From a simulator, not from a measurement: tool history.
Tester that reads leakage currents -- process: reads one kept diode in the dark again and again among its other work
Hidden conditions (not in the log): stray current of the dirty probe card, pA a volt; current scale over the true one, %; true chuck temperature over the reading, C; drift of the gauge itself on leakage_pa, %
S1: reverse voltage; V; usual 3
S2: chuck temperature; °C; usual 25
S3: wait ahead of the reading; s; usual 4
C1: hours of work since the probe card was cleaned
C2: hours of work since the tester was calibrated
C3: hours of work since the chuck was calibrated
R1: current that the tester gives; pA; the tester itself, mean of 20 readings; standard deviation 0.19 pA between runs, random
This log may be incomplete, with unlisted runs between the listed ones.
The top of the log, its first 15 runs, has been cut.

{"run": 16, "hour": 1388.9, "S1": 3, "S2": 36, "S3": 4, "C1": 54, "C2": 3689, "C3": 909, "R1": 138.78}
{"run": 17, "hour": 1447.6, "S1": 3, "S2": 36, "S3": 4, "C1": 93, "C2": 3729, "C3": 949, "R1": 139.08}
{"run": 18, "hour": 1556.3, "S1": 3, "S2": 36, "S3": 4, "C1": 167, "C2": 3802, "C3": 1022, "R1": 140}
{"hour": 1665.0, "done": "tester calibrated"}
{"run": 19, "hour": 1685.6, "S1": 3, "S2": 25, "S3": 4, "C1": 252, "C2": 14, "C3": 1108, "R1": 67.11}
{"run": 20, "hour": 1799.7, "S1": 3, "S2": 25, "S3": 4, "C1": 329, "C2": 91, "C3": 1185, "R1": 67.89}
{"run": 21, "hour": 1895.5, "S1": 3, "S2": 21, "S3": 1.42, "C1": 393, "C2": 155, "C3": 1249, "R1": 51.38}
{"run": 22, "hour": 2028.8, "S1": 4.84, "S2": 24, "S3": 7.32, "C1": 483, "C2": 245, "C3": 1339, "R1": 78.22}
{"run": 23, "hour": 2142.4, "S1": 4.84, "S2": 24, "S3": 7.32, "C1": 560, "C2": 321, "C3": 1415, "R1": 78.75}
{"run": 24, "hour": 2206.7, "S1": 4.41, "S2": 24, "S3": 7.32, "C1": 603, "C2": 365, "C3": 1459, "R1": 76.58}
{"run": 25, "hour": 2338.5, "S1": 3.26, "S2": 40, "S3": 0.32, "C1": 692, "C2": 453, "C3": 1547, "R1": 200.6}
{"run": 26, "hour": 2471.5, "S1": 1.08, "S2": 39, "S3": 2.19, "C1": 781, "C2": 543, "C3": 1637, "R1": 119.68}
{"hour": 2498.6, "done": "chuck's temperature calibrated"}
{"run": 27, "hour": 2580.4, "S1": 8.09, "S2": 41, "S3": 0.45, "C1": 853, "C2": 615, "C3": 55, "R1": 293.32}
{"run": 28, "hour": 2654.7, "S1": 6.55, "S2": 41, "S3": 0.45, "C1": 903, "C2": 665, "C3": 105, "R1": 270.13}

Run 29 comes next. What will it give?
{"run": 29, "hour": 2781.6, "S1": 3.29, "S2": 26, "S3": 1.66, "C1": 988, "C2": 750, "C3": 190, "R1": "?"}

R1: 75.31 pA
Take away the tool's hidden state, keep the run-to-run variation as it was, and the same run would have given R1 70.11 pA.
